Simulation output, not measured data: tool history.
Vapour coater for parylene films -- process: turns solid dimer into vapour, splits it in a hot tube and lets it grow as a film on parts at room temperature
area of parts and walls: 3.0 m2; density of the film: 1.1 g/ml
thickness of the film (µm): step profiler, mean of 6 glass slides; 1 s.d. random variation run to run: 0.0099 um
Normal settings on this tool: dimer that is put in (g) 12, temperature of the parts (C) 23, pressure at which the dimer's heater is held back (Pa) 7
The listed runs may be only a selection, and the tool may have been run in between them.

run     day  dimer that is put in (g)  temperature of the parts (C)  pressure at which the dimer's heater is held back (Pa)  thickness of the film (µm)
  1       0                        12                            23                                                       7                       1.785
  2   0.754                        12                            23                                                       7                       1.796
  3   1.646                        12                            23                                                       7                       1.765
  4   2.238                        12                            23                                                       7                       1.789
  5   2.821                        12                            23                                                       7                       1.788
  6     3.4                        19                            23                                                       7                       2.825
  7   4.242                        12                            23                                                       7                       1.787
  8   4.912                        12                            23                                                       7                       1.778
  9   5.779                        12                            26                                                       7                       1.582
 10   6.717                        12                            25                                                    7.25                        1.64
 11   7.225                        12                            25                                                    7.25                       1.638
 12   7.792                        12                            25                                                    7.25                       1.644
 13   8.671                         9                            23                                                    2.45                       1.729
      9.421  -- trap's valve overhauled
 14   9.429                         7                            17                                                       7                       1.351
 15  10.062                         7                            33                                                    4.21                       0.774
 16   10.65                         7                            33                                                    4.21                       0.782

What if the next run were any one of these 4? Each begins from the tool's condition after run 16:
  A  11.55                        15                            25                                                    5.81                           ?
  B  11.55                        19                            21                                                    5.72                           ?
  C  11.55                         5                            23                                                    8.82                           ?
  D  11.55                        10                            32                                                    7.33                           ?

run  thickness of the film (µm)
  A                       2.185
  B                       3.251
  C                       0.719
  D                       1.041
Without the tool's hidden state the same runs would have given:
run  thickness of the film (µm)
  A                        2.15
  B                       3.199
  C                       0.708
  D                       1.024

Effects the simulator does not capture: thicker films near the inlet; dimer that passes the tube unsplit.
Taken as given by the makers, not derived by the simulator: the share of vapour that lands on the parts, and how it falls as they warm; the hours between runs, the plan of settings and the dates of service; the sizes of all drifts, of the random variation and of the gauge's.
